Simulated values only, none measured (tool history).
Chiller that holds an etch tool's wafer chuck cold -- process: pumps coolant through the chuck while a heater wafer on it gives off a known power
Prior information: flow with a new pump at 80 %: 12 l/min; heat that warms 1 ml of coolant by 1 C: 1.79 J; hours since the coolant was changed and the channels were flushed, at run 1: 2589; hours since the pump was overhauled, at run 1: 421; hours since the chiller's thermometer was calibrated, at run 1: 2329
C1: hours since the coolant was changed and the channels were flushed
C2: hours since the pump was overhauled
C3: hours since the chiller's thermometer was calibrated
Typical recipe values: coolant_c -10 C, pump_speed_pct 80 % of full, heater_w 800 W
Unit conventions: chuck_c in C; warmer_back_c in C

run 1 day=0.000 | coolant_c=-10 pump_speed_pct=80 heater_w=800 | C1=2589 C2=421 C3=2329 | chuck_c=-2.58 warmer_back_c=2.24
run 2 day=2.292 | coolant_c=-10 pump_speed_pct=80 heater_w=800 | C1=2644 C2=476 C3=2384 | chuck_c=-2.49 warmer_back_c=2.26
run 3 day=3.417 | coolant_c=-10 pump_speed_pct=80 heater_w=800 | C1=2671 C2=503 C3=2411 | chuck_c=-2.50 warmer_back_c=2.23
run 4 day=5.133 | coolant_c=-10 pump_speed_pct=80 heater_w=840 | C1=2712 C2=544 C3=2452 | chuck_c=-2.15 warmer_back_c=2.35
run 5 day=7.083 | coolant_c=-10 pump_speed_pct=63 heater_w=800 | C1=2759 C2=591 C3=2499 | chuck_c=-1.20 warmer_back_c=2.88
run 6 day=8.579 | coolant_c=-19 pump_speed_pct=63 heater_w=800 | C1=2795 C2=627 C3=2534 | chuck_c=-10.21 warmer_back_c=2.87
run 7 day=10.721 | coolant_c=-10 pump_speed_pct=80 heater_w=800 | C1=2846 C2=678 C3=2586 | chuck_c=-2.46 warmer_back_c=2.22
run 8 day=13.158 | coolant_c=-10 pump_speed_pct=80 heater_w=800 | C1=2905 C2=737 C3=2644 | chuck_c=-2.44 warmer_back_c=2.25
run 9 day=15.854 | coolant_c=-10 pump_speed_pct=80 heater_w=800 | C1=2969 C2=802 C3=2709 | chuck_c=-2.52 warmer_back_c=2.26
run 10 day=18.179 | coolant_c=-6 pump_speed_pct=80 heater_w=800 | C1=3025 C2=857 C3=2765 | chuck_c=1.44 warmer_back_c=2.20
-- day=20.071 coolant changed, channels flushed
run 11 day=20.850 | coolant_c=-6 pump_speed_pct=80 heater_w=800 | C1=19 C2=916 C3=2823 | chuck_c=1.37 warmer_back_c=2.25
run 12 day=22.467 | coolant_c=-7 pump_speed_pct=80 heater_w=800 | C1=58 C2=954 C3=2862 | chuck_c=0.50 warmer_back_c=2.24
run 13 day=24.867 | coolant_c=-7 pump_speed_pct=80 heater_w=800 | C1=115 C2=1012 C3=2919 | chuck_c=0.40 warmer_back_c=2.23
run 14 day=26.062 | coolant_c=-7 pump_speed_pct=80 heater_w=800 | C1=144 C2=1041 C3=2948 | chuck_c=0.43 warmer_back_c=2.23
run 15 day=28.038 | coolant_c=-7 pump_speed_pct=80 heater_w=509 | C1=191 C2=1088 C3=2995 | chuck_c=-2.33 warmer_back_c=1.40
run 16 day=29.992 | coolant_c=-7 pump_speed_pct=80 heater_w=509 | C1=238 C2=1135 C3=3042 | chuck_c=-2.20 warmer_back_c=1.44
run 17 day=32.088 | coolant_c=-7 pump_speed_pct=80 heater_w=509 | C1=288 C2=1185 C3=3093 | chuck_c=-2.26 warmer_back_c=1.42
run 18 day=33.558 | coolant_c=-7 pump_speed_pct=80 heater_w=509 | C1=324 C2=1221 C3=3128 | chuck_c=-2.25 warmer_back_c=1.45
run 19 day=35.896 | coolant_c=-10 pump_speed_pct=87 heater_w=582 | C1=380 C2=1277 C3=3184 | chuck_c=-4.84 warmer_back_c=1.48
run 20 day=37.833 | coolant_c=-10 pump_speed_pct=87 heater_w=582 | C1=426 C2=1323 C3=3231 | chuck_c=-4.92 warmer_back_c=1.47
run 21 day=39.783 | coolant_c=-10 pump_speed_pct=87 heater_w=582 | C1=473 C2=1370 C3=3277 | chuck_c=-4.87 warmer_back_c=1.47
run 22 day=42.225 | coolant_c=-15 pump_speed_pct=87 heater_w=582 | C1=532 C2=1429 C3=3336 | chuck_c=-9.93 warmer_back_c=1.48
-- day=42.838 chiller's thermometer calibrated
run 23 day=43.504 | coolant_c=-10 pump_speed_pct=95 heater_w=926 | C1=561 C2=1458 C3=16 | chuck_c=-2.39 warmer_back_c=2.16
run 24 day=45.692 | coolant_c=-9 pump_speed_pct=95 heater_w=1092 | C1=614 C2=1511 C3=68 | chuck_c=0.05 warmer_back_c=2.57
run 25 day=48.304 | coolant_c=-12 pump_speed_pct=80 heater_w=800 | C1=677 C2=1573 C3=131 | chuck_c=-4.48 warmer_back_c=2.25
run 26 day=49.438 | coolant_c=-4 pump_speed_pct=73 heater_w=800 | C1=704 C2=1601 C3=158 | chuck_c=3.92 warmer_back_c=2.46
run 27 day=51.400 | coolant_c=-4 pump_speed_pct=73 heater_w=800 | C1=751 C2=1648 C3=205 | chuck_c=3.91 warmer_back_c=2.43
run 28 day=53.008 | coolant_c=-2 pump_speed_pct=98 heater_w=800 | C1=790 C2=1686 C3=244 | chuck_c=4.44 warmer_back_c=1.80
run 29 day=54.142 | coolant_c=-19 pump_speed_pct=73 heater_w=800 | C1=817 C2=1714 C3=271 | chuck_c=-11.04 warmer_back_c=2.45
run 30 day=55.742 | coolant_c=-2 pump_speed_pct=85 heater_w=780 | C1=855 C2=1752 C3=310 | chuck_c=4.98 warmer_back_c=2.06
run 31 day=57.400 | coolant_c=-11 pump_speed_pct=91 heater_w=726 | C1=895 C2=1792 C3=349 | chuck_c=-4.82 warmer_back_c=1.79
run 32 day=58.546 | coolant_c=-1 pump_speed_pct=93 heater_w=977 | C1=922 C2=1819 C3=377 | chuck_c=7.25 warmer_back_c=2.32

Branching from run 32: 4 alternative next runs. What would each branch give?
run A day=60.917 | coolant_c=-15 pump_speed_pct=68 heater_w=1043 | C1=979 C2=1876 C3=434 | chuck_c=? warmer_back_c=?
run B day=60.917 | coolant_c=-1 pump_speed_pct=78 heater_w=902 | C1=979 C2=1876 C3=434 | chuck_c=? warmer_back_c=?
run C day=60.917 | coolant_c=-10 pump_speed_pct=80 heater_w=1086 | C1=979 C2=1876 C3=434 | chuck_c=? warmer_back_c=?
run D day=60.917 | coolant_c=-11 pump_speed_pct=93 heater_w=544 | C1=979 C2=1876 C3=434 | chuck_c=? warmer_back_c=?

run=A chuck_c=-4.11 warmer_back_c=3.49
run=B chuck_c=7.53 warmer_back_c=2.61
run=C chuck_c=0.18 warmer_back_c=3.09
run=D chuck_c=-6.47 warmer_back_c=1.30
The same runs, with their run-to-run variation unchanged, on a tool lacking any hidden condition would have given:
run=A chuck_c=-4.12 warmer_back_c=3.48
run=B chuck_c=7.52 warmer_back_c=2.61
run=C chuck_c=0.17 warmer_back_c=3.09
run=D chuck_c=-6.48 warmer_back_c=1.30

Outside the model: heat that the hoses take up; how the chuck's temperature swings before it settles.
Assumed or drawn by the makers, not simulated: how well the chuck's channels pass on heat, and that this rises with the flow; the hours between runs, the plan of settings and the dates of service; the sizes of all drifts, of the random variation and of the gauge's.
